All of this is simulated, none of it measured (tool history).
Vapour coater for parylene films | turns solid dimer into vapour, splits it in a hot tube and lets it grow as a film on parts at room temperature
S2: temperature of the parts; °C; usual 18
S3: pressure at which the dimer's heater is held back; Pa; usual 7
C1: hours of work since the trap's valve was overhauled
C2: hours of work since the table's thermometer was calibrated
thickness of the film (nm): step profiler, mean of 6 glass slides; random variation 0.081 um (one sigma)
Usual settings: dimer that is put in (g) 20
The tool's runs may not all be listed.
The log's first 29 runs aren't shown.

run 30 hour=1376.8 | dimer_that_is_put_in_(g)=12 S2=16 S3=4.5 | C1=72 C2=658 | thickness_of_the_film_(nm)=6670
run 31 hour=1430 | dimer_that_is_put_in_(g)=11 S2=26 S3=11.73 | C1=98 C2=684 | thickness_of_the_film_(nm)=3500
run 32 hour=1472.5 | dimer_that_is_put_in_(g)=22 S2=26 S3=2.11 | C1=119 C2=705 | thickness_of_the_film_(nm)=8030
run 33 hour=1503.5 | dimer_that_is_put_in_(g)=20 S2=18 S3=8.62 | C1=134 C2=720 | thickness_of_the_film_(nm)=9250
run 34 hour=1555.4 | dimer_that_is_put_in_(g)=20 S2=25 S3=7.71 | C1=159 C2=745 | thickness_of_the_film_(nm)=6620
run 35 hour=1615.6 | dimer_that_is_put_in_(g)=13 S2=25 S3=7.71 | C1=188 C2=775 | thickness_of_the_film_(nm)=4210
run 36 hour=1644.3 | dimer_that_is_put_in_(g)=11 S2=12 S3=4.77 | C1=202 C2=789 | thickness_of_the_film_(nm)=6890
run 37 hour=1670.8 | dimer_that_is_put_in_(g)=20 S2=10 S3=2.01 | C1=215 C2=802 | thickness_of_the_film_(nm)=12900
run 38 hour=1727.1 | dimer_that_is_put_in_(g)=20 S2=10 S3=2.01 | C1=243 C2=829 | thickness_of_the_film_(nm)=12700
-- hour=1734.1 trap's valve overhauled
run 39 hour=1765.3 | dimer_that_is_put_in_(g)=19 S2=27 S3=7 | C1=15 C2=846 | thickness_of_the_film_(nm)=6330
run 40 hour=1803.6 | dimer_that_is_put_in_(g)=23 S2=18 S3=3.96 | C1=34 C2=864 | thickness_of_the_film_(nm)=12380
run 41 hour=1855.8 | dimer_that_is_put_in_(g)=10 S2=23 S3=5.8 | C1=59 C2=890 | thickness_of_the_film_(nm)=4070
run 42 hour=1915.4 | dimer_that_is_put_in_(g)=23 S2=23 S3=5.56 | C1=88 C2=919 | thickness_of_the_film_(nm)=9160
run 43 hour=1941 | dimer_that_is_put_in_(g)=23 S2=23 S3=5.56 | C1=101 C2=931 | thickness_of_the_film_(nm)=8950

Forecast each of these 4 alternatives for the next run:
run A hour=1986.2 | dimer_that_is_put_in_(g)=15 S2=12 S3=4.32 | C1=123 C2=953 | thickness_of_the_film_(nm)=?
run B hour=1986.2 | dimer_that_is_put_in_(g)=17 S2=19 S3=6.37 | C1=123 C2=953 | thickness_of_the_film_(nm)=?
run C hour=1986.2 | dimer_that_is_put_in_(g)=19 S2=23 S3=5.56 | C1=123 C2=953 | thickness_of_the_film_(nm)=?
run D hour=1986.2 | dimer_that_is_put_in_(g)=12 S2=13 S3=11.34 | C1=123 C2=953 | thickness_of_the_film_(nm)=?

run=A thickness_of_the_film_(nm)=10110
run=B thickness_of_the_film_(nm)=8010
run=C thickness_of_the_film_(nm)=7380
run=D thickness_of_the_film_(nm)=6970
Without the tool's hidden state the same runs would have given:
run=A thickness_of_the_film_(nm)=10250
run=B thickness_of_the_film_(nm)=8120
run=C thickness_of_the_film_(nm)=7480
run=D thickness_of_the_film_(nm)=7070

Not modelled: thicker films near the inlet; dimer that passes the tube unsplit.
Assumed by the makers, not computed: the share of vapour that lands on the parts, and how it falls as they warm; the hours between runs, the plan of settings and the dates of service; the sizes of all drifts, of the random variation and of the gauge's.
